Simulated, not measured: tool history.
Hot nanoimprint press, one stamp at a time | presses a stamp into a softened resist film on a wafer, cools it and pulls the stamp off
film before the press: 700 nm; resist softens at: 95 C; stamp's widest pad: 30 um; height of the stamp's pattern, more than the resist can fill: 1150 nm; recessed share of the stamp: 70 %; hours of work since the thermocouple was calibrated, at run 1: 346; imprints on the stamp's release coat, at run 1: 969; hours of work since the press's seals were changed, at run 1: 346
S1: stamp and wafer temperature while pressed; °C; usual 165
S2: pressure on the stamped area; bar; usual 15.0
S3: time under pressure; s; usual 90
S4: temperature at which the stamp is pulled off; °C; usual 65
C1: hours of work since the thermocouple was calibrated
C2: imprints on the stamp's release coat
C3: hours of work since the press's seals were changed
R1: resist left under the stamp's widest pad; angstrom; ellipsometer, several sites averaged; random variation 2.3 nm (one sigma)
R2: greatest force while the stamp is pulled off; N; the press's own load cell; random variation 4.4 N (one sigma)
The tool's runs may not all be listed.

run   hour   S1    S2   S3  S4   C1   C2   C3    R1   R2
  1    0.0  165  15.0   90  65  346  969  346  3895  256
  2    9.0  165  15.0   90  65  351  999  351  3942  259
      19.9  -- stamp cleaned and given a new release coat
  3   30.5  163  15.0   90  65  359   35  359  4390  219
  4   38.5  165  13.5   90  65  364   62  364  4129  225
  5   46.4  165  13.5   90  65  368   89  368  4126  213
  6   54.1  165  13.5   90  65  372  115  372  4144  225
  7   68.9  165  15.0   90  65  380  164  380  3961  227
  8   80.2  165  15.0   90  65  386  202  386  3961  224
      86.1  -- plate thermocouple calibrated
  9   95.3  165  15.0   90  65    5  242  393  4017  234
 10  103.4  165  15.0   90  65    9  270  397  4016  227
 11  111.6  165  15.0   90  65   14  297  402  4061  230
 12  120.8  165  17.5  170  65   19  328  407  3024  233
 13  129.5  168  11.3   63  63   24  357  412  4419  239
 14  137.7  157  15.0   90  65   28  384  416  5636  244
 15  144.5  157  15.0   90  65   32  407  420  5667  242
 16  154.8  165  20.3   90  68   37  442  425  3662  228
     164.4  -- plate thermocouple calibrated, once more
 17  171.4  157  10.3   60  65    4  487  433  6085  237

Hidden state or all else? Some run-to-run changes of R1, split into what the settings, what came in and random variation would give without the hidden state, and what is left for the hidden state (with any gauge scatter that isn't in both results):
The hidden state here: true temperature over the reading, C; pressure that arrives at the usual setting, %; grip of the stamp's worn release coat, % over a new coat's; drift of the gauge itself on residual_nm, %; drift of the gauge itself on pull_off_n, %.
Run 16 -> 17: S1 165 -> 157, S2 20.3 -> 10.3, S3 90 -> 60, S4 68 -> 65, plate thermocouple calibrated, once more. R1 +2423 angstrom: hidden state -334, all else +2757.
